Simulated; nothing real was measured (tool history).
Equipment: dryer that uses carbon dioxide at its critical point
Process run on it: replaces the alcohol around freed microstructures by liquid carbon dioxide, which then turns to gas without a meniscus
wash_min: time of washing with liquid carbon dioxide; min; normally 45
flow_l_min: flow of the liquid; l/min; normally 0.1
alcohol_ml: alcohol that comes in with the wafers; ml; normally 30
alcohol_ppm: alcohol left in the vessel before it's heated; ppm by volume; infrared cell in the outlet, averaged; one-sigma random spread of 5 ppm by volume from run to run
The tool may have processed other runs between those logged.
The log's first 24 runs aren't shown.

run   hour  wash_min  flow_l_min  alcohol_ml  hours of work since the filter was changed  hours of work since the purifier's bed was changed  alcohol_ppm
 25  441.2        32        0.09          73                                         288                                                 426         1087
 26  457.6        70         0.1          23                                         299                                                 437          166
 27  481.8        70         0.1          23                                         315                                                 452          167
 28  498.4        55       0.074          30                                         326                                                 463          219
 29  521.4        55       0.074          30                                         341                                                 478          238
 30  540.3        42       0.074          41                                         353                                                 491          516
 31    563        45       0.078          83                                         368                                                 505          543
 32    580        31       0.144          83                                         379                                                 517          294
 33  600.5        31       0.144          83                                         392                                                 530          295
 34  614.7        31       0.138          21                                         402                                                 539          240
 35  634.7        31       0.138          78                                         415                                                 552          313
     637.5  -- inlet filter changed
 36  648.8        31       0.138          78                                           7                                                 561          275
 37  660.5        62       0.138          81                                          15                                                 568          218
 38  673.4        62       0.138          81                                          23                                                 577          223
 39  691.4        62       0.138          81                                          35                                                 589          226
 40  705.1        33       0.075          25                                          44                                                 598          743
 41  725.5        70       0.065          25                                          58                                                 611          250
 42    745        38       0.072          30                                          70                                                 624          617
 43  766.1        38       0.072          30                                          84                                                 637          654
 44  780.1        45       0.099          73                                          93                                                 647          293
 45  800.4        45       0.099          73                                         106                                                 660          306
 46  822.8        45       0.099          73                                         121                                                 674          314
 47  843.5        45        0.12          24                                         135                                                 688          269

Consider 3 possible next runs. They are alternatives, not a sequence: every one starts from the tool as it was left by run 47. What does each give?
  A  856.9        45        0.12          98                                         143                                                 697            ?
  B  856.9        42        0.12          24                                         143                                                 697            ?
  C  856.9        45       0.088          23                                         143                                                 697            ?

run  alcohol_ppm
  A          284
  B          283
  C          297
What these runs would have given with no unlogged condition in the tool:
run  alcohol_ppm
  A           19
  B           17
  C           31
